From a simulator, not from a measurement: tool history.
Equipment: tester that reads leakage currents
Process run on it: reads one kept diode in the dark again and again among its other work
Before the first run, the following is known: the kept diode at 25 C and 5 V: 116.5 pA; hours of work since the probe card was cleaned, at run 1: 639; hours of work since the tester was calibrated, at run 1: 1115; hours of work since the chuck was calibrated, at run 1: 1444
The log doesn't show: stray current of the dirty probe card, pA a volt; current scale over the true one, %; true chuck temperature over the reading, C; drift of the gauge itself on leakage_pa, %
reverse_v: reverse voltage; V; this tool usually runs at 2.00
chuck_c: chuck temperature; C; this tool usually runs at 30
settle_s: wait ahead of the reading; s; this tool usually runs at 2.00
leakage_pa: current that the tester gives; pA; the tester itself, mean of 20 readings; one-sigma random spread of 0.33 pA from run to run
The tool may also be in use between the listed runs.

run	hour	reverse_v	chuck_c	settle_s	hours of work since the probe card was cleaned	hours of work since the tester was calibrated	hours of work since the chuck was calibrated	leakage_pa
1	0.0	2.00	30	2.00	639	1115	1444	102.88
2	54.9	6.61	30	2.00	682	1158	1487	193.62
3	113.6	6.61	30	2.00	728	1204	1532	193.22
4	154.9	6.61	30	2.00	760	1236	1564	192.50
5	196.3	2.00	30	2.00	793	1268	1597	102.10
# hour 210.5: chuck's temperature calibrated
6	257.9	2.00	30	2.00	839	1315	37	98.44
7	300.6	2.00	35	2.00	872	1348	70	146.97
8	336.8	2.00	30	2.00	901	1376	99	97.88
9	394.0	2.00	41	2.00	945	1421	143	234.90
10	457.8	2.00	41	0.71	995	1470	193	235.95
11	499.9	2.00	30	2.00	1028	1503	226	97.63
# hour 533.8: chuck's temperature calibrated, once more
12	549.8	2.00	30	2.00	1065	1541	13	109.93
13	585.2	2.00	22	2.00	1093	1568	40	56.69
14	623.3	16.84	22	2.00	1122	1598	70	181.52
15	691.6	2.00	30	9.87	1176	1651	123	109.73
16	732.3	2.00	30	9.87	1207	1683	155	110.11
17	798.9	2.00	30	9.87	1259	1735	207	109.55
18	841.2	2.00	30	9.87	1292	1768	240	109.54
19	902.9	2.00	30	9.87	1340	1816	288	109.64
20	975.2	2.00	30	2.00	1397	1872	344	109.22
21	1008.4	2.00	30	2.00	1423	1898	370	108.61
22	1041.9	2.00	30	2.00	1449	1924	396	109.18
23	1089.7	2.00	30	2.00	1486	1962	433	108.74
24	1149.5	15.48	31	1.27	1533	2008	480	357.41
25	1192.6	15.48	31	1.27	1566	2042	514	354.56
26	1249.1	15.48	31	1.27	1610	2086	558	354.59
27	1290.8	8.29	57	2.00	1643	2118	590	1767.08
28	1321.2	8.29	38	5.11	1667	2142	614	433.86
29	1372.6	1.44	58	5.11	1707	2182	654	746.98
30	1442.9	2.00	30	0.60	1761	2237	709	107.48
31	1492.8	1.87	57	0.95	1800	2276	748	799.72
32	1529.3	17.03	30	2.00	1829	2304	776	341.64
33	1561.2	17.03	30	2.00	1854	2329	801	342.42
34	1625.7	8.58	38	0.62	1904	2380	851	442.70
35	1660.1	8.58	21	0.62	1931	2406	878	115.76
36	1716.8	8.58	21	0.62	1975	2451	922	115.90
37	1764.7	2.00	30	0.35	2012	2488	960	107.45
38	1825.0	2.00	44	4.99	2059	2535	1007	318.61
39	1896.0	2.00	44	4.99	2115	2590	1062	318.76
40	1946.1	2.00	42	2.00	2154	2629	1101	272.54

Each row is a separate what-if for the run after 40, all from the same tool condition, not one after another. Results?
A	1982.1	9.13	47	1.52	2182	2657	1129	?
B	1982.1	4.55	30	1.08	2182	2657	1129	?
C	1982.1	1.82	58	9.19	2182	2657	1129	?
D	1982.1	1.08	30	2.00	2182	2657	1129	?

run	leakage_pa
A	889.92
B	165.01
C	832.49
D	75.88
Take away the tool's hidden state, keep each run's random variation, and the runs would have read:
run	leakage_pa
A	929.50
B	170.08
C	874.36
D	79.34
